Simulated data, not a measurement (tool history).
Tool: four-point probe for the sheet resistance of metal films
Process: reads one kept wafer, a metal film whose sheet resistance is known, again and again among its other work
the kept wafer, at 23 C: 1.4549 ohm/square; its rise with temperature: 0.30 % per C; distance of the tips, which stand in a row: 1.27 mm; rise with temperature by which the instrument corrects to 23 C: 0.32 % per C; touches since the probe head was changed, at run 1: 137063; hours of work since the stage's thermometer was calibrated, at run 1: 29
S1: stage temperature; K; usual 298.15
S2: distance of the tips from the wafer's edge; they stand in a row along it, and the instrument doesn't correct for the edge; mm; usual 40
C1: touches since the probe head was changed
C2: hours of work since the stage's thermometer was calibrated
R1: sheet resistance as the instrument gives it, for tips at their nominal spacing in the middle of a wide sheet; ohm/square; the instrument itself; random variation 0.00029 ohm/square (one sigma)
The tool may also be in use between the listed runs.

{"run": 1, "hour": 0.0, "S1": 298.15, "S2": 40, "C1": 137063, "C2": 29, "R1": 1.45887}
{"run": 2, "hour": 69.6, "S1": 298.15, "S2": 40, "C1": 141090, "C2": 81, "R1": 1.4592}
{"run": 3, "hour": 131.4, "S1": 298.15, "S2": 8, "C1": 144661, "C2": 126, "R1": 1.478074}
{"run": 4, "hour": 186.1, "S1": 298.15, "S2": 8, "C1": 147826, "C2": 167, "R1": 1.477588}
{"run": 5, "hour": 239.2, "S1": 298.15, "S2": 8, "C1": 150895, "C2": 206, "R1": 1.477284}
{"run": 6, "hour": 297.9, "S1": 298.15, "S2": 6, "C1": 154292, "C2": 249, "R1": 1.492801}
{"run": 7, "hour": 337.3, "S1": 298.15, "S2": 6, "C1": 156573, "C2": 278, "R1": 1.492899}
{"run": 8, "hour": 434.4, "S1": 294.15, "S2": 40, "C1": 162186, "C2": 350, "R1": 1.46063}
{"run": 9, "hour": 497.9, "S1": 298.15, "S2": 40, "C1": 165863, "C2": 397, "R1": 1.459021}
{"run": 10, "hour": 572.7, "S1": 298.15, "S2": 38, "C1": 170188, "C2": 452, "R1": 1.459529}
{"run": 11, "hour": 632.6, "S1": 294.15, "S2": 40, "C1": 173650, "C2": 497, "R1": 1.46095}
{"run": 12, "hour": 690.3, "S1": 294.15, "S2": 40, "C1": 176989, "C2": 539, "R1": 1.460906}
{"run": 13, "hour": 772.3, "S1": 294.15, "S2": 40, "C1": 181732, "C2": 600, "R1": 1.461223}
{"run": 14, "hour": 861.4, "S1": 294.15, "S2": 3, "C1": 186887, "C2": 666, "R1": 1.587534}
{"run": 15, "hour": 920.1, "S1": 298.15, "S2": 5, "C1": 190284, "C2": 709, "R1": 1.50796}
{"run": 16, "hour": 961.1, "S1": 298.15, "S2": 5, "C1": 192653, "C2": 740, "R1": 1.507797}

The next listed run, before its measurement:
{"run": 17, "hour": 1021.5, "S1": 298.15, "S2": 56, "C1": 196149, "C2": 784, "R1": "?"}

Run 17 gave R1 1.459724 ohm/square.
Without the tool's hidden state the same run would have given R1 1.454970 ohm/square.

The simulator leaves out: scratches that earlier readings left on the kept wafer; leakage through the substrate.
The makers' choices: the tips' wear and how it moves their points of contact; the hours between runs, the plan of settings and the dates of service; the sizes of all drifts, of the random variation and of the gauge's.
